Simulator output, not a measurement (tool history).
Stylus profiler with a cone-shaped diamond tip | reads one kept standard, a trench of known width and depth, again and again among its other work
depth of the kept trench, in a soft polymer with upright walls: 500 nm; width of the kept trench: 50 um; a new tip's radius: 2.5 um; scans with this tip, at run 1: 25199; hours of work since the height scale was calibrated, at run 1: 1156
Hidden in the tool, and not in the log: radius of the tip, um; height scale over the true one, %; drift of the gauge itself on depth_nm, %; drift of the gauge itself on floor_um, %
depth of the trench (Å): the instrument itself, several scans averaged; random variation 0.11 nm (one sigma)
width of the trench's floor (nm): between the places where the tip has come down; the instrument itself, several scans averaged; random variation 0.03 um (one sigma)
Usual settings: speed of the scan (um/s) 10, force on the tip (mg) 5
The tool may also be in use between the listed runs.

| run | day | speed of the scan (um/s) | force on the tip (mg) | scans with this tip | hours of work since the height scale was calibrated | depth of the trench (Å) | width of the trench's floor (nm) |
|---|---|---|---|---|---|---|---|
| 1 | 0 | 10 | 5 | 25199 | 1156 | 5075 | 45300 |
|  | 3.912 | height scale calibrated on a step standard |
| 2 | 3.912 | 10 | 5 | 25785 | 0 | 5060.8 | 45250 |
| 3 | 7.088 | 10 | 5 | 26262 | 45 | 5058.7 | 45230 |
| 4 | 11.062 | 10 | 5 | 26860 | 101 | 5060.4 | 45200 |
| 5 | 15.233 | 10 | 5 | 27487 | 160 | 5060.3 | 45170 |
| 6 | 17.629 | 10 | 2.69 | 27848 | 194 | 5042.1 | 45120 |
| 7 | 21.633 | 10 | 2.69 | 28450 | 251 | 5042 | 45150 |
| 8 | 23.9 | 10 | 7.51 | 28791 | 283 | 5083.1 | 45130 |
| 9 | 28.012 | 28 | 10.99 | 29410 | 341 | 5106.9 | 45030 |
| 10 | 30.879 | 28 | 10.99 | 29841 | 381 | 5107.9 | 45030 |
| 11 | 32.646 | 2 | 6.93 | 30107 | 406 | 5079.7 | 45000 |
|  | 34.438 | new tip fitted, height scale calibrated |
| 12 | 35.646 | 2 | 6.93 | 182 | 17 | 5076.6 | 46960 |

Forecast each of these 3 alternatives for the next run:
| A | 39.196 | 4 | 2.71 | 716 | 67 | ? | ? |
| B | 39.196 | 5 | 3.89 | 716 | 67 | ? | ? |
| C | 39.196 | 29 | 9.55 | 716 | 67 | ? | ? |

| run | depth of the trench (Å) | width of the trench's floor (nm) |
|---|---|---|
| A | 5040.7 | 46940 |
| B | 5051.7 | 46920 |
| C | 5092.4 | 46840 |
Without the tool's hidden state the same runs would have given:
| run | depth of the trench (Å) | width of the trench's floor (nm) |
|---|---|---|
| A | 5040.4 | 47020 |
| B | 5051.4 | 47000 |
| C | 5092.1 | 46920 |
